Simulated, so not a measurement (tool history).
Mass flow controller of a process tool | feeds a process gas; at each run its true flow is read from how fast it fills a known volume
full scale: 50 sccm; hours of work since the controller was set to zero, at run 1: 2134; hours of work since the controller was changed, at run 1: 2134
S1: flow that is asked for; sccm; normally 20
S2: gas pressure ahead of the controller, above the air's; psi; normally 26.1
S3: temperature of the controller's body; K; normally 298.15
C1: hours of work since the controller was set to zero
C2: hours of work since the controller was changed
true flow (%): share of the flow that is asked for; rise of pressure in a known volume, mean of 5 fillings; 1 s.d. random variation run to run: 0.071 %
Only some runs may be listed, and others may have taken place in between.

Run 1, hour 0.0: usual settings; C1 2134; C2 2134. Result: true flow (%) 99.62.
Run 2, hour 140.1: usual settings; C1 2200; C2 2200. Result: true flow (%) 99.59.
Run 3, hour 311.7: usual settings; C1 2280; C2 2280. Result: true flow (%) 99.66.
Run 4, hour 475.4: usual settings but S1 28 sccm; C1 2356; C2 2356. Result: true flow (%) 99.61.
Run 5, hour 613.0: usual settings but S1 28 sccm; C1 2420; C2 2420. Result: true flow (%) 99.61.
Run 6, hour 818.5: usual settings but S2 23.8 psi; C1 2516; C2 2516. Result: true flow (%) 99.50.
Run 7, hour 1058.2: usual settings but S2 23.8 psi; C1 2627; C2 2627. Result: true flow (%) 99.53.
Run 8, hour 1249.6: usual settings but S2 23.8 psi; C1 2716; C2 2716. Result: true flow (%) 99.56.
Run 9, hour 1440.4: usual settings but S1 27 sccm, S2 22.2 psi, S3 299.15 K; C1 2805; C2 2805. Result: true flow (%) 99.48.
Run 10, hour 1646.5: usual settings but S2 25.1 psi, S3 306.15 K; C1 2901; C2 2901. Result: true flow (%) 100.35.
Run 11, hour 1902.8: usual settings but S2 23.2 psi, S3 309.15 K; C1 3020; C2 3020. Result: true flow (%) 100.60.
Run 12, hour 2141.0: usual settings but S2 23.2 psi, S3 309.15 K; C1 3131; C2 3131. Result: true flow (%) 100.60.
Run 13, hour 2281.7: usual settings but S2 23.2 psi, S3 309.15 K; C1 3197; C2 3197. Result: true flow (%) 100.59.

Branching from run 13: 4 alternative next runs. What would each branch give?
Run A, hour 2506.5: usual settings but S1 16 sccm, S2 29.6 psi, S3 293.15 K; C1 3301; C2 3301. Result: true flow (%) ?.
Run B, hour 2506.5: usual settings but S1 44 sccm, S2 33.4 psi, S3 309.15 K; C1 3301; C2 3301. Result: true flow (%) ?.
Run C, hour 2506.5: usual settings but S2 24.9 psi, S3 311.15 K; C1 3301; C2 3301. Result: true flow (%) ?.
Run D, hour 2506.5: usual settings but S1 44 sccm, S2 39.7 psi; C1 3301; C2 3301. Result: true flow (%) ?.

run  true flow (%)
  A          99.46
  B         100.94
  C         100.95
  D          99.88
Take away the tool's hidden state, keep each run's random variation, and the runs would have read:
run  true flow (%)
  A          99.32
  B         101.37
  C         100.99
  D         100.31
